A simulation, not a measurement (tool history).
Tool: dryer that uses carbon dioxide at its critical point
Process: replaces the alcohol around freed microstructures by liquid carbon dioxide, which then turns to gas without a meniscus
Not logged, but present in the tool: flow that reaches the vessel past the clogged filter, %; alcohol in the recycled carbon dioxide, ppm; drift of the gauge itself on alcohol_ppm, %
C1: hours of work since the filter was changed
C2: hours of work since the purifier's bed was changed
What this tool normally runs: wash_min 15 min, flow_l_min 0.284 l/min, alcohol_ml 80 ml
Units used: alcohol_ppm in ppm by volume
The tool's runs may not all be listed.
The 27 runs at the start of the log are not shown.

run 28 day=24.479 | wash_min=17 flow_l_min=0.284 alcohol_ml=44 | C1=218 C2=341 | alcohol_ppm=97
run 29 day=25.092 | wash_min=15 flow_l_min=0.284 alcohol_ml=57 | C1=224 C2=346 | alcohol_ppm=164
run 30 day=26.188 | wash_min=18 flow_l_min=0.284 alcohol_ml=24 | C1=233 C2=356 | alcohol_ppm=86
run 31 day=27.354 | wash_min=13 flow_l_min=0.181 alcohol_ml=25 | C1=244 C2=366 | alcohol_ppm=988
run 32 day=28.167 | wash_min=13 flow_l_min=0.181 alcohol_ml=25 | C1=251 C2=374 | alcohol_ppm=967
run 33 day=28.946 | wash_min=13 flow_l_min=0.181 alcohol_ml=63 | C1=258 C2=380 | alcohol_ppm=2369
run 34 day=29.475 | wash_min=13 flow_l_min=0.181 alcohol_ml=63 | C1=263 C2=385 | alcohol_ppm=2341
run 35 day=30.475 | wash_min=11 flow_l_min=0.181 alcohol_ml=83 | C1=271 C2=394 | alcohol_ppm=5574
run 36 day=31.129 | wash_min=11 flow_l_min=0.181 alcohol_ml=83 | C1=277 C2=400 | alcohol_ppm=5558
-- day=32.217 inlet filter changed
run 37 day=32.225 | wash_min=11 flow_l_min=0.181 alcohol_ml=83 | C1=0 C2=409 | alcohol_ppm=4485
run 38 day=32.938 | wash_min=12 flow_l_min=0.386 alcohol_ml=80 | C1=6 C2=416 | alcohol_ppm=150
run 39 day=33.833 | wash_min=18 flow_l_min=0.386 alcohol_ml=44 | C1=14 C2=424 | alcohol_ppm=104
run 40 day=34.533 | wash_min=16 flow_l_min=0.446 alcohol_ml=44 | C1=21 C2=430 | alcohol_ppm=91
run 41 day=35.046 | wash_min=10 flow_l_min=0.378 alcohol_ml=42 | C1=25 C2=434 | alcohol_ppm=214
run 42 day=35.558 | wash_min=10 flow_l_min=0.378 alcohol_ml=42 | C1=30 C2=439 | alcohol_ppm=216
run 43 day=36.417 | wash_min=20 flow_l_min=0.328 alcohol_ml=42 | C1=37 C2=447 | alcohol_ppm=111

Below are 4 alternative next runs, each starting from the tool's condition after run 43. Predict each:
run A day=37.079 | wash_min=16 flow_l_min=0.457 alcohol_ml=118 | C1=43 C2=453 | alcohol_ppm=?
run B day=37.079 | wash_min=17 flow_l_min=0.284 alcohol_ml=80 | C1=43 C2=453 | alcohol_ppm=?
run C day=37.079 | wash_min=23 flow_l_min=0.328 alcohol_ml=45 | C1=43 C2=453 | alcohol_ppm=?
run D day=37.079 | wash_min=15 flow_l_min=0.214 alcohol_ml=80 | C1=43 C2=453 | alcohol_ppm=?

run=A alcohol_ppm=104
run=B alcohol_ppm=143
run=C alcohol_ppm=110
run=D alcohol_ppm=648
What these runs would have given with no unlogged condition in the tool:
run=A alcohol_ppm=5
run=B alcohol_ppm=43
run=C alcohol_ppm=10
run=D alcohol_ppm=519
